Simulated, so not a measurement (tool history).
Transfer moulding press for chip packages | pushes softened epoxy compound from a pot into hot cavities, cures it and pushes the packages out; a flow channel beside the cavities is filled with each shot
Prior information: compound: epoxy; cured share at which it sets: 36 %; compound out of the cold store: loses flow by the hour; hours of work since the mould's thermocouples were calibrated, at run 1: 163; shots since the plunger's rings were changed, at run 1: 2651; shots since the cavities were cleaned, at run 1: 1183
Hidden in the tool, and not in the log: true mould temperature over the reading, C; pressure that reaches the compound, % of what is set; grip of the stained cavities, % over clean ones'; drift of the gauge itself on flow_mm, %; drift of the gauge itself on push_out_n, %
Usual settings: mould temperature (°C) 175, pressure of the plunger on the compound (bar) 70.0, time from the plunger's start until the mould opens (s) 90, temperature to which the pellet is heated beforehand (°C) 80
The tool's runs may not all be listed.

run	day	mould temperature (°C)	pressure of the plunger on the compound (bar)	time from the plunger's start until the mould opens (s)	temperature to which the pellet is heated beforehand (°C)	hours of work since the mould's thermocouples were calibrated	shots since the plunger's rings were changed	shots since the cavities were cleaned	incoming compound's hours out of the cold store	length that the compound runs in the flow channel (mm)	greatest force on the pins that push the packages out (N)
1	0.000	175	70.0	90	80	163	2651	1183	14.1	889	630
# day 0.112: cavities cleaned with cleaning compound and waxed
2	0.417	175	70.0	90	84	167	2736	73	34.1	800	370
3	0.642	175	70.0	90	80	170	2790	127	35.6	798	397
4	0.975	175	70.0	90	80	174	2870	207	32.5	823	445
5	1.292	175	70.0	90	80	178	2946	283	23.9	842	481
6	1.625	175	70.0	114	80	182	3026	363	30.3	813	423
7	1.796	175	70.0	114	80	184	3067	404	21.7	852	442
8	1.954	175	70.0	114	80	186	3105	442	22.7	861	436
9	2.142	175	70.0	90	74	188	3150	487	42.5	763	550
10	2.421	175	70.0	90	74	191	3217	554	41.9	798	559
11	2.596	175	70.0	90	74	193	3259	596	24.2	850	582
12	2.975	175	70.0	90	74	198	3350	687	42.9	765	562
13	3.258	175	70.0	90	74	201	3418	755	31.0	816	587
14	3.621	175	70.0	90	74	206	3506	843	34.7	799	581
15	3.808	175	70.0	90	80	208	3550	887	8.5	909	632
# day 3.917: mould's thermocouples calibrated
16	4.267	167	70.0	84	80	4	3640	977	18.2	882	1156
17	4.629	175	70.0	101	81	9	3727	1064	14.2	872	549
18	4.971	170	70.0	96	80	13	3809	1146	16.0	888	689
# day 5.225: cavities cleaned with cleaning compound and waxed
# day 5.358: mould's thermocouples calibrated, once more
19	5.471	175	70.0	90	74	1	3894	39	23.1	843	364
20	5.650	167	70.0	73	71	3	3937	82	45.6	773	879
21	5.846	175	88.0	95	80	6	3984	129	25.0	948	380
22	6.017	175	88.0	95	80	8	4026	171	18.8	953	420
23	6.333	175	60.7	81	88	12	4101	246	26.0	757	574
24	6.500	179	75.2	83	86	14	4142	287	14.0	889	478
25	6.658	179	75.2	83	72	16	4179	324	28.1	835	512
26	7.033	179	75.2	83	72	20	4269	414	21.6	853	558
27	7.200	174	83.7	103	80	22	4309	454	44.7	820	477
28	7.458	174	83.7	103	80	25	4371	516	12.6	970	521
29	7.617	174	83.7	103	80	27	4409	554	30.8	879	490

Some steps in length that the compound runs in the flow channel (mm) between neighbouring runs. How much of each would the tool show without its hidden state too (settings, what came in, random variation), and how much is left for the hidden state, with any gauge scatter that isn't in both results?
Run 20 -> 21: mould temperature (°C) 167 -> 175, pressure of the plunger on the compound (bar) 70.0 -> 88.0, time from the plunger's start until the mould opens (s) 73 -> 95, temperature to which the pellet is heated beforehand (°C) 71 -> 80. length that the compound runs in the flow channel (mm) +175: hidden state -12, all else +187.
Run 22 -> 23: pressure of the plunger on the compound (bar) 88.0 -> 60.7, time from the plunger's start until the mould opens (s) 95 -> 81, temperature to which the pellet is heated beforehand (°C) 80 -> 88. length that the compound runs in the flow channel (mm) -196: hidden state +12, all else -208.

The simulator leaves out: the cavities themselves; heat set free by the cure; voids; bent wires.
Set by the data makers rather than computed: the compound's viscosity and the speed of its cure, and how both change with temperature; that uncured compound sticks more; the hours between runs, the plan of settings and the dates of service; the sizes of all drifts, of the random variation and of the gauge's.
